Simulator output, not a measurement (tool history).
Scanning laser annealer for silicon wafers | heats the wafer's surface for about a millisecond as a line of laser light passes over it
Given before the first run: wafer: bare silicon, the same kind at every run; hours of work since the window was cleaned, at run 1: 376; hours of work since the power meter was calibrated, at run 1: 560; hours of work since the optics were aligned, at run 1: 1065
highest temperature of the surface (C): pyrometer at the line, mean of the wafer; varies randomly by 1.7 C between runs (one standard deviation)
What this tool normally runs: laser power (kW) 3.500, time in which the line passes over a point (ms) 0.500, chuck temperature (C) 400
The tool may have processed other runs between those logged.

run,day,laser power (kW),time in which the line passes over a point (ms),chuck temperature (C),hours of work since the window was cleaned,hours of work since the power meter was calibrated,hours of work since the optics were aligned,highest temperature of the surface (C)
1,0.000,3.500,0.500,400,376,560,1065,1162
2,3.392,3.500,0.500,400,429,613,1118,1160
3,6.504,3.500,0.372,400,478,662,1167,1041
4,10.367,3.500,0.372,400,539,723,1228,1040
5,12.275,3.500,0.500,419,569,753,1258,1175
# day 13.396: window over the wafer cleaned
6,15.604,3.500,0.500,378,35,804,1309,1152
7,17.575,3.500,0.500,400,66,836,1340,1172
8,19.604,3.500,0.500,400,98,867,1372,1176
9,23.008,3.500,0.500,400,152,921,1426,1174
10,24.729,3.500,0.500,400,179,948,1453,1171
11,27.492,3.500,0.500,400,222,992,1496,1172
12,29.433,3.500,0.500,400,253,1022,1527,1166
13,32.317,3.500,0.500,400,298,1068,1572,1169
14,35.400,3.500,0.500,400,347,1116,1621,1165
# day 35.746: laser's power meter calibrated
15,38.658,3.500,0.500,400,396,46,1670,1172
16,41.858,3.500,0.500,400,447,96,1721,1166
# day 42.388: optics aligned, line set to its width
17,45.846,3.500,0.472,400,506,156,55,1150
18,48.242,3.500,0.472,400,544,194,92,1151
# day 51.008: window over the wafer cleaned
# day 51.425: laser's power meter calibrated, once more
19,51.867,3.500,0.472,400,12,7,146,1154
20,55.275,3.500,0.500,398,65,61,200,1174
21,57.404,3.500,0.500,398,99,94,233,1171
22,60.925,3.661,0.500,408,154,150,289,1224
23,63.704,3.313,0.500,369,198,193,333,1096
24,67.308,3.307,0.500,400,255,250,389,1120
25,70.933,3.307,0.500,400,312,307,446,1119
26,74.758,3.307,0.500,400,372,368,507,1115
27,78.496,3.307,0.500,400,431,427,566,1113
28,80.683,3.702,0.416,415,466,461,600,1145
29,82.625,3.703,0.491,386,496,492,631,1187
30,86.617,3.703,0.491,386,559,554,694,1187
# day 88.283: window over the wafer cleaned
31,89.083,3.703,0.491,386,13,592,731,1203
32,92.725,3.698,0.500,434,70,649,789,1259
33,94.850,3.500,0.500,408,103,683,822,1182
34,96.700,3.843,0.589,399,133,712,851,1340
35,99.208,2.994,0.589,399,172,752,891,1109
36,102.258,3.312,0.414,403,220,800,939,1052
37,106.083,3.312,0.414,403,280,860,999,1050
38,109.038,3.312,0.414,403,327,906,1046,1050
39,112.633,3.312,0.414,403,384,963,1102,1043

4 options for the next run, each taken on its own from the tool as it stands now. Forecast them:
A,114.412,3.781,0.447,406,412,991,1130,?
B,114.412,3.597,0.414,403,412,991,1130,?
C,114.412,3.700,0.500,385,412,991,1130,?
D,114.412,3.312,0.449,403,412,991,1130,?

run,highest temperature of the surface (C)
A,1184
B,1108
C,1197
D,1078
Had the tool no hidden state, the same runs would have come out as:
run,highest temperature of the surface (C)
A,1203
B,1125
C,1217
D,1094
